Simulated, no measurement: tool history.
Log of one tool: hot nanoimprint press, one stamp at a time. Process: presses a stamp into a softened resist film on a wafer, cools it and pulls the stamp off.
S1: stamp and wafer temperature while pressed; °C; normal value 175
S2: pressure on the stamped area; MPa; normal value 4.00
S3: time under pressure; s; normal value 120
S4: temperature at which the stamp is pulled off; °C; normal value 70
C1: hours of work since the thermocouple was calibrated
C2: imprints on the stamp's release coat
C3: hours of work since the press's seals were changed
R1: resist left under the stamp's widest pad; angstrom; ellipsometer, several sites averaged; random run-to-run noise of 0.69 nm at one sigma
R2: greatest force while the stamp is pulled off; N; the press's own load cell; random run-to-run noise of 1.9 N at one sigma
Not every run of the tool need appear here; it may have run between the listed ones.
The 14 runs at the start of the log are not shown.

| run | day | S1 | S2 | S3 | S4 | C1 | C2 | C3 | R1 | R2 |
|---|---|---|---|---|---|---|---|---|---|---|
| 15 | 21.246 | 175 | 4.00 | 120 | 70 | 393 | 300 | 150 | 2597 | 124 |
|  | 22.304 | plate thermocouple calibrated |
| 16 | 22.979 | 182 | 4.00 | 152 | 70 | 11 | 403 | 177 | 2007 | 138 |
| 17 | 24.217 | 182 | 2.80 | 60 | 70 | 32 | 483 | 198 | 3202 | 138 |
|  | 25.317 | stamp cleaned and given a new release coat |
| 18 | 25.821 | 175 | 2.82 | 125 | 57 | 55 | 32 | 221 | 3131 | 162 |
| 19 | 27.200 | 185 | 6.18 | 229 | 67 | 79 | 121 | 244 | 1214 | 136 |
| 20 | 28.783 | 175 | 6.15 | 120 | 59 | 106 | 223 | 271 | 2112 | 170 |
| 21 | 29.675 | 168 | 3.44 | 120 | 59 | 121 | 281 | 286 | 3491 | 170 |
| 22 | 31.008 | 175 | 4.00 | 165 | 56 | 143 | 366 | 309 | 2409 | 184 |
| 23 | 31.896 | 175 | 4.79 | 165 | 59 | 158 | 424 | 324 | 2188 | 178 |
| 24 | 32.738 | 175 | 4.79 | 165 | 59 | 173 | 478 | 338 | 2177 | 178 |
|  | 33.850 | stamp cleaned and given a new release coat |
| 25 | 34.483 | 183 | 2.66 | 135 | 69 | 198 | 41 | 364 | 2520 | 127 |
| 26 | 36.004 | 183 | 4.00 | 120 | 73 | 224 | 139 | 389 | 2083 | 109 |
| 27 | 36.896 | 175 | 4.00 | 143 | 58 | 239 | 197 | 404 | 2521 | 162 |
| 28 | 37.842 | 175 | 4.00 | 143 | 58 | 255 | 258 | 420 | 2512 | 165 |
| 29 | 38.938 | 175 | 4.00 | 143 | 58 | 274 | 328 | 439 | 2512 | 170 |
| 30 | 39.875 | 175 | 4.00 | 143 | 58 | 290 | 389 | 455 | 2509 | 172 |

Alternative continuations, all from the tool just after run 30; predict every row:
| A | 40.679 | 175 | 2.60 | 99 | 72 | 303 | 441 | 469 | ? | ? |
| B | 40.679 | 175 | 4.00 | 105 | 74 | 303 | 441 | 469 | ? | ? |
| C | 40.679 | 182 | 4.00 | 174 | 78 | 303 | 441 | 469 | ? | ? |
| D | 40.679 | 175 | 4.00 | 96 | 70 | 303 | 441 | 469 | ? | ? |

| run | R1 | R2 |
|---|---|---|
| A | 3398 | 130 |
| B | 2760 | 118 |
| C | 1904 | 103 |
| D | 2816 | 133 |
With the hidden condition removed and each run's random variation left untouched, the same runs would have given:
| run | R1 | R2 |
|---|---|---|
| A | 3449 | 117 |
| B | 2797 | 107 |
| C | 1928 | 94 |
| D | 2853 | 120 |
